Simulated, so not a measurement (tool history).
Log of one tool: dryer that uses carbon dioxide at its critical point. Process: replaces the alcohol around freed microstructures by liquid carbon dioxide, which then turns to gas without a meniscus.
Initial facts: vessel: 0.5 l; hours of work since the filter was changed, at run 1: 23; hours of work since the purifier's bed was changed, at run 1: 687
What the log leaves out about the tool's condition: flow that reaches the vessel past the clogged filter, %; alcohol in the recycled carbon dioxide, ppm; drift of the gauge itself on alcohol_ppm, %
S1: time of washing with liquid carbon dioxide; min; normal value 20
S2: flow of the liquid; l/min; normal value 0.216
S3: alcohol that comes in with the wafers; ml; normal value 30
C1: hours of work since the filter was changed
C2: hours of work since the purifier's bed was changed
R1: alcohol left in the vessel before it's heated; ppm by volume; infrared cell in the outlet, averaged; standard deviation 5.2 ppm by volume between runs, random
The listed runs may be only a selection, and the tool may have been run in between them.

run,day,S1,S2,S3,C1,C2,R1
1,0,20,0.216,30,23,687,155
2,1.288,20,0.216,30,38,702,159
3,2.612,20,0.216,30,53,718,166
4,4.2,20,0.216,30,72,736,170
5,6.238,20,0.216,30,96,760,188
6,8.242,20,0.216,30,119,784,176
7,9.433,20,0.204,30,133,797,233
8,11.946,20,0.204,30,162,827,265
9,13.708,20,0.204,30,183,848,259
10,15.742,20,0.204,30,207,871,270
11,16.929,20,0.204,89,221,885,684
12,18.438,16,0.216,30,238,903,579
13,20.583,20,0.276,87,264,928,184
14,22.575,21,0.216,76,287,951,406
15,25.021,12,0.225,35,315,980,1936
16,27.379,12,0.225,35,343,1008,1964
17,28.629,20,0.211,31,358,1022,334
18,30.788,21,0.211,31,383,1047,285
19,32.721,21,0.158,23,406,1070,689
20,34.371,21,0.158,23,425,1089,718
21,35.767,21,0.167,23,441,1106,630
22,36.833,21,0.167,23,454,1118,638
23,38.642,21,0.167,23,475,1139,624
24,39.775,21,0.167,23,488,1153,620

Below are 5 alternative next runs, each starting from the tool's condition after run 24. Predict each:
A,41.438,21,0.167,48,508,1172,?
B,41.438,24,0.291,33,508,1172,?
C,41.438,20,0.216,68,508,1172,?
D,41.438,21,0.253,86,508,1172,?
E,41.438,21,0.216,30,508,1172,?

run,R1
A,1276
B,122
C,749
D,357
E,328
Without the tool's unlogged condition, the same runs would have read:
run,R1
A,425
B,0
C,188
D,60
E,65

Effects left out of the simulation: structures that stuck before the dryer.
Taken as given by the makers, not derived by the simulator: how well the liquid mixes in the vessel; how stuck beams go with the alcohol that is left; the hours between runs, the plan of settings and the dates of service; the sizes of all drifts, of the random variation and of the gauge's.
